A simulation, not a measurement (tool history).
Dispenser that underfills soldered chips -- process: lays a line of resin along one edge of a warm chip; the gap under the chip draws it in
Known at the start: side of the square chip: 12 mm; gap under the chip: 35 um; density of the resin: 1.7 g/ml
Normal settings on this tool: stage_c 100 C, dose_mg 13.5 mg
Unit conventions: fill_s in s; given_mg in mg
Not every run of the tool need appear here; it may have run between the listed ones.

| run | hour | stage_c | dose_mg | fill_s | given_mg |
|---|---|---|---|---|---|
| 1 | 0 | 100 | 13.5 | 599.4 | 12.21 |
|  | 1 | new syringe of resin |
| 2 | 7.8 | 100 | 13.5 | 366.3 | 12.2 |
| 3 | 13.1 | 94 | 13.5 | 595.9 | 12.18 |
| 4 | 17.3 | 100 | 14.6 | 539.9 | 13.12 |
|  | 19.7 | new syringe of resin |
| 5 | 26.2 | 100 | 14.6 | 358.9 | 13.05 |
|  | 30.8 | dispensing valve cleaned and set on the balance |
| 6 | 35.2 | 100 | 14.6 | 497.7 | 14.67 |
|  | 39.4 | new syringe of resin |
| 7 | 41.3 | 100 | 14.6 | 294.9 | 14.65 |
| 8 | 49.5 | 100 | 14.6 | 414.9 | 14.5 |
| 9 | 56.1 | 100 | 14.6 | 537 | 14.35 |
|  | 58.2 | new syringe of resin |
| 10 | 61 | 107 | 14.6 | 226.5 | 14.39 |
| 11 | 68.4 | 107 | 14.6 | 304.2 | 14.42 |
| 12 | 75.8 | 107 | 14.6 | 417.1 | 14.31 |
|  | 76.6 | new syringe of resin |
| 13 | 84.5 | 100 | 13.5 | 381.9 | 13 |
| 14 | 88.5 | 100 | 13.5 | 454 | 13.14 |
| 15 | 94.3 | 100 | 13.9 | 580.6 | 13.5 |
|  | 95 | new syringe of resin |
| 16 | 102.4 | 100 | 13.5 | 372.9 | 12.99 |
| 17 | 106 | 100 | 13.5 | 430.5 | 12.98 |
|  | 113.7 | new syringe of resin |
| 18 | 113.9 | 100 | 13.5 | 284.6 | 12.81 |
| 19 | 117.9 | 110 | 14.7 | 213.9 | 14.1 |
| 20 | 121.6 | 103 | 15.1 | 331.6 | 14.3 |
| 21 | 129.9 | 90 | 15.4 | 829.7 | 14.52 |
|  | 132.4 | new syringe of resin |
| 22 | 136.9 | 100 | 17.2 | 322.3 | 16.36 |
| 23 | 144.8 | 100 | 17.2 | 451.9 | 16.16 |
| 24 | 149 | 110 | 14.8 | 363.4 | 13.8 |
|  | 150.6 | new syringe of resin |
| 25 | 155.5 | 96 | 12.6 | 412.1 | 11.7 |
| 26 | 162.8 | 100 | 12 | 470.9 | 11.16 |
|  | 169.1 | new syringe of resin |
| 27 | 171.5 | 96 | 12 | 368.7 | 11.2 |
| 28 | 175.8 | 96 | 12 | 441.3 | 11.05 |
| 29 | 183.4 | 96 | 12 | 604.2 | 10.97 |
|  | 187.9 | new syringe of resin |
| 30 | 191.5 | 96 | 12 | 399 | 11.09 |
| 31 | 195.5 | 92 | 15.9 | 531.9 | 14.46 |
| 32 | 201.5 | 114 | 15.5 | 259.4 | 14.23 |
|  | 206.4 | new syringe of resin |
| 33 | 210.3 | 114 | 15.5 | 176.7 | 14.14 |
| 34 | 218.5 | 90 | 13.5 | 702.9 | 12.1 |
| 35 | 222.4 | 109 | 16.6 | 351.8 | 15.05 |

Measured result minus the same run's result without the hidden state. Both carry the same run-to-run variation, though not necessarily the same gauge scatter:
Unlogged tool condition in this case: resin's viscosity, % of fresh resin's; dose that the valve gives, % of what is set; true chip temperature over the reading, C; drift of the gauge itself on fill_s, %; drift of the gauge itself on given_mg, %.
| run | fill_s | given_mg |
|---|---|---|
| 1 | +311.9 | -1.26 |
| 2 | +84.6 | -1.31 |
| 3 | +226.7 | -1.35 |
| 4 | +256.7 | -1.49 |
| 5 | +83.1 | -1.58 |
| 6 | +217.7 | +0.02 |
| 7 | +15.4 | -0.04 |
| 8 | +132.8 | -0.1 |
| 9 | +257.7 | -0.15 |
| 10 | +18 | -0.19 |
| 11 | +97.2 | -0.25 |
| 12 | +207.3 | -0.31 |
| 13 | +100.3 | -0.35 |
| 14 | +170.1 | -0.39 |
| 15 | +292.9 | -0.45 |
| 16 | +87.5 | -0.49 |
| 17 | +145 | -0.51 |
| 18 | -3 | -0.58 |
| 19 | +29.8 | -0.66 |
| 20 | +86 | -0.71 |
| 21 | +390.3 | -0.79 |
| 22 | +47.4 | -0.96 |
| 23 | +172.8 | -1.02 |
| 24 | +175.5 | -0.91 |
| 25 | +71.5 | -0.82 |
| 26 | +183.3 | -0.83 |
| 27 | +26.7 | -0.9 |
| 28 | +97.2 | -0.92 |
| 29 | +258 | -0.96 |
| 30 | +52.5 | -1.01 |
| 31 | +132.4 | -1.37 |
| 32 | +107.2 | -1.4 |
| 33 | +20.2 | -1.47 |
| 34 | +259.5 | -1.33 |
| 35 | +160.4 | -1.69 |
